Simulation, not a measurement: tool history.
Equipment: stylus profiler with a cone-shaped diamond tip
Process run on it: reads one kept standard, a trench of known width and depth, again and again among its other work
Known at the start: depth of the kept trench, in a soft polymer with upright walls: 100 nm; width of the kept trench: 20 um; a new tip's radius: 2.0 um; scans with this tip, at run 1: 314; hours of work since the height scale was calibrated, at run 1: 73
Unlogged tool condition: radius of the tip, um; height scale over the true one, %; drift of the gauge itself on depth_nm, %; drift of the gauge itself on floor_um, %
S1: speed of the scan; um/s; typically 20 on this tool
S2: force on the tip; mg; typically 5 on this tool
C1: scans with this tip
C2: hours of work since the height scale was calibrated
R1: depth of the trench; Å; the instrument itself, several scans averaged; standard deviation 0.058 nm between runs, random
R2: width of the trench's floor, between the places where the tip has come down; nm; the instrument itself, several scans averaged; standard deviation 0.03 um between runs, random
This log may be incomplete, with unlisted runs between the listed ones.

run,hour,S1,S2,C1,C2,R1,R2
1,0,20,5,314,73,1012,18700
2,11.6,20,5,336,78,1012.4,18720
3,24.7,20,5,361,84,1012.6,18700
4,36.2,20,5,384,89,1012.5,18700
5,56.5,20,5,422,98,1012.8,18720
6,82.2,20,14.38,471,109,1025.1,18750
7,100.7,9,5,507,117,1012.8,18750
8,121.5,9,5,547,127,1012.2,18710
9,140.6,9,5,583,135,1012.2,18710
10,166.6,25,5,633,147,1012.5,18670
# hour 168.3: height scale calibrated on a step standard
11,192.8,25,13.65,682,11,1025.2,18720
12,216.3,20,11.72,727,21,1023,18760
13,240.9,20,11.72,774,32,1022.7,18750
14,262.7,20,11.72,816,42,1022.3,18700
# hour 269: height scale calibrated on a step standard, once more
15,280.6,20,11.72,849,5,1022.1,18710
16,291.5,54,12.68,870,10,1023.7,18700
17,310.5,15,5.9,906,18,1014.7,18710
18,330.6,15,5.9,944,27,1014.5,18750
19,341.2,15,5.9,965,32,1014,18670
20,352.8,30,10.95,987,37,1021.6,18690
21,377.6,30,10.95,1034,48,1021.1,18680
22,402.7,30,10.95,1082,59,1021.4,18760
23,414.2,15,3.07,1104,64,1009.6,18710

Take each entry between the runs: how does the hidden state at the last listed run before it differ from the hidden state at the first listed run after it?
From run 10 to run 11: height scale calibrated on a step standard (hour 168.3)
  height scale over the true one, %: -0.007 -> -0.012
From run 14 to run 15: height scale calibrated on a step standard, once more (hour 269)
  height scale over the true one, %: -0.018 -> -0.029
